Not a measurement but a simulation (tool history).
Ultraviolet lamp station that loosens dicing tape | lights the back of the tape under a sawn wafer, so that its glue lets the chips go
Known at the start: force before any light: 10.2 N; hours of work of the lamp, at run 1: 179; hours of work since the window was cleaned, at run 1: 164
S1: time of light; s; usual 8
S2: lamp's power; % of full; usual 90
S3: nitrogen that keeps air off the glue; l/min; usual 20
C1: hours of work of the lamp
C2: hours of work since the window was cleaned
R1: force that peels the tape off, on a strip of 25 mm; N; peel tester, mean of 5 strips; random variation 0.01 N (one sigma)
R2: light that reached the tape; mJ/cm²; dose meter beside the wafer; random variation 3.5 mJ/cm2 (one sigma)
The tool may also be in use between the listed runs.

run   hour  S1  S2  S3   C1   C2     R1   R2
  1    0.0   8  90  20  179  164  0.561  516
  2    9.8   8  90  20  183  168  0.543  516
  3   24.4   8  90  20  189  174  0.540  508
  4   44.9   8  90  20  197  182  0.557  503
  5   58.6   8  90   6  203  187  1.497  510
  6   72.1   8  71  20  208  193  0.877  398
  7   89.5   8  71  20  215  200  0.919  396
  8  109.5   8  90  19  224  208  0.582  499
  9  118.8   8  90  15  227  212  0.747  499
 10  127.8   8  90  20  231  215  0.564  496
 11  146.1   8  90  20  238  223  0.582  495
 12  158.8   8  90  20  243  228  0.598  490
 13  169.8   8  90  20  248  232  0.595  491
 14  186.2  12  90  20  254  239  0.321  741
 15  201.6  12  90  20  261  245  0.299  734
 16  212.7   8  90  20  265  250  0.587  489
 17  233.2   8  90  20  273  258  0.604  483
 18  247.1   8  90  20  279  264  0.625  482
 19  262.8   8  90  13  285  270  0.882  476
 20  282.3   8  89  13  293  278  0.916  472
 21  298.5   8  89  13  300  284  0.919  469
 22  309.0   8  89  13  304  289  0.946  467
 23  329.5   8  89  13  312  297  0.958  463
 24  347.6   6  94  20  320  304  1.044  363
 25  366.8  11  99   7  327  312  0.747  704
 26  385.5   4  78  20  335  319  2.834  205
 27  398.3   8  90  25  340  325  0.552  453
 28  407.3   8  62  23  344  328  1.226  318
     423.2  -- window cleaned of glue's vapour
 29  427.3   8  62  23  352    2  1.017  359
 30  439.0   8  62  23  356    6  1.020  355
 31  459.3   8  62  23  365   15  1.004  349
 32  470.1   5  81  28  369   19  1.298  289
 33  489.6   5  81  28  377   27  1.302  286
 34  499.2  12  90  20  381   31  0.300  757
 35  514.7   7  66  14  387   37  1.740  318
 36  532.2   5  90   8  394   44  2.605  315
 37  541.2   8  90  20  398   48  0.557  502
 38  554.6   7  85  18  403   53  0.892  416
 39  564.9   7  85  18  407   57  0.931  409
 40  574.1   6  63  10  411   61  2.824  257
 41  592.4  12  73  14  418   68  0.533  603
 42  605.0  13  89  11  423   73  0.414  789
 43  621.6  11  66  15  430   80  0.741  489
 44  631.8  11  66  15  434   84  0.751  488
 45  646.9  10  73   7  440   90  1.501  495

Some steps in R1 between neighbouring runs. How much of each would the tool show without its hidden state too (settings, what came in, random variation), and how much is left for the hidden state, with any gauge scatter that isn't in both results?
The hidden state here: lamp's light, % of a new lamp's; light that the window lets through, % of a clean one's; drift of the gauge itself on peel_n, %; drift of the gauge itself on dose_mj_cm2, %.
Run 25 -> 26: S1 11 -> 4, S2 99 -> 78, S3 7 -> 20. R1 +2.087 N: hidden state +0.513, all else +1.574.
Run 26 -> 27: S1 4 -> 8, S2 78 -> 90, S3 20 -> 25. R1 -2.282 N: hidden state -0.586, all else -1.696.
Run 40 -> 41: S1 6 -> 12, S2 63 -> 73, S3 10 -> 14. R1 -2.291 N: hidden state -0.398, all else -1.893.
